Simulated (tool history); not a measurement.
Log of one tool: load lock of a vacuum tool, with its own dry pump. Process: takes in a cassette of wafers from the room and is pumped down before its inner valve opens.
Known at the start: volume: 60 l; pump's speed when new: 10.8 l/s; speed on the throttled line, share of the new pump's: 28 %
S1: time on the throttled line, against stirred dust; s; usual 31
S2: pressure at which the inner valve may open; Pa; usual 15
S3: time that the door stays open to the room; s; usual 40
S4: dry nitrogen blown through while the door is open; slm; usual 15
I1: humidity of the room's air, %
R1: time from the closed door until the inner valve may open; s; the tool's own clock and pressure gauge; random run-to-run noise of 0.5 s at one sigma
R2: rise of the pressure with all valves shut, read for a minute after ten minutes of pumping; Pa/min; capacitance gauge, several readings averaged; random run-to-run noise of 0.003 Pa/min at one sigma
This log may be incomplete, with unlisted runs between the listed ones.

run 1 hour=0.0 | S1=31 S2=15 S3=40 S4=15 | I1=45.6 | R1=76.4 R2=0.187
run 2 hour=413.1 | S1=31 S2=15 S3=40 S4=15 | I1=42.0 | R1=77.7 R2=0.192
run 3 hour=642.3 | S1=31 S2=15 S3=129 S4=15 | I1=46.5 | R1=78.3 R2=0.198
-- hour=1071.7 dry pump taken out, an overhauled one fitted
run 4 hour=1085.3 | S1=31 S2=15 S3=40 S4=15 | I1=43.8 | R1=71.3 R2=0.199
run 5 hour=1440.5 | S1=31 S2=15 S3=40 S4=15 | I1=44.4 | R1=71.9 R2=0.205
run 6 hour=1831.8 | S1=31 S2=15 S3=40 S4=15 | I1=44.6 | R1=71.8 R2=0.213
run 7 hour=2170.8 | S1=31 S2=16 S3=40 S4=15 | I1=45.4 | R1=71.1 R2=0.214
run 8 hour=2507.5 | S1=31 S2=16 S3=40 S4=15 | I1=46.8 | R1=71.6 R2=0.218
run 9 hour=2777.4 | S1=31 S2=16 S3=40 S4=15 | I1=43.2 | R1=71.4 R2=0.225
run 10 hour=3209.4 | S1=31 S2=16 S3=40 S4=15 | I1=47.6 | R1=71.9 R2=0.246
run 11 hour=3632.3 | S1=31 S2=12 S3=40 S4=15 | I1=46.6 | R1=73.0 R2=0.239
run 12 hour=3887.6 | S1=31 S2=15 S3=40 S4=15 | I1=45.9 | R1=72.4 R2=0.243
run 13 hour=4210.8 | S1=31 S2=15 S3=40 S4=15 | I1=46.4 | R1=72.2 R2=0.244
run 14 hour=4453.9 | S1=31 S2=15 S3=41 S4=15 | I1=40.3 | R1=72.5 R2=0.257
run 15 hour=4726.7 | S1=31 S2=13 S3=40 S4=15 | I1=44.1 | R1=74.2 R2=0.254
run 16 hour=5061.8 | S1=31 S2=13 S3=40 S4=15 | I1=44.0 | R1=73.1 R2=0.254
run 17 hour=5453.2 | S1=31 S2=13 S3=40 S4=15 | I1=45.4 | R1=74.4 R2=0.275
run 18 hour=5669.4 | S1=23 S2=13 S3=40 S4=15 | I1=43.1 | R1=69.0 R2=0.267
run 19 hour=5994.7 | S1=23 S2=17 S3=141 S4=15 | I1=46.0 | R1=66.6 R2=0.286
run 20 hour=6258.9 | S1=39 S2=12 S3=40 S4=24 | I1=44.3 | R1=80.3 R2=0.281

Estimate the outcome of run 21 from the log above:
run 21 hour=6565.9 | S1=39 S2=12 S3=27 S4=8 | I1=46.5 | R1=? R2=?

Run 21 came out at R1 81.3 s, R2 0.295 Pa/min.
Take away the tool's hidden state, keep the run-to-run variation as it was, and the same run would have given R1 79.5 s, R2 0.016 Pa/min.

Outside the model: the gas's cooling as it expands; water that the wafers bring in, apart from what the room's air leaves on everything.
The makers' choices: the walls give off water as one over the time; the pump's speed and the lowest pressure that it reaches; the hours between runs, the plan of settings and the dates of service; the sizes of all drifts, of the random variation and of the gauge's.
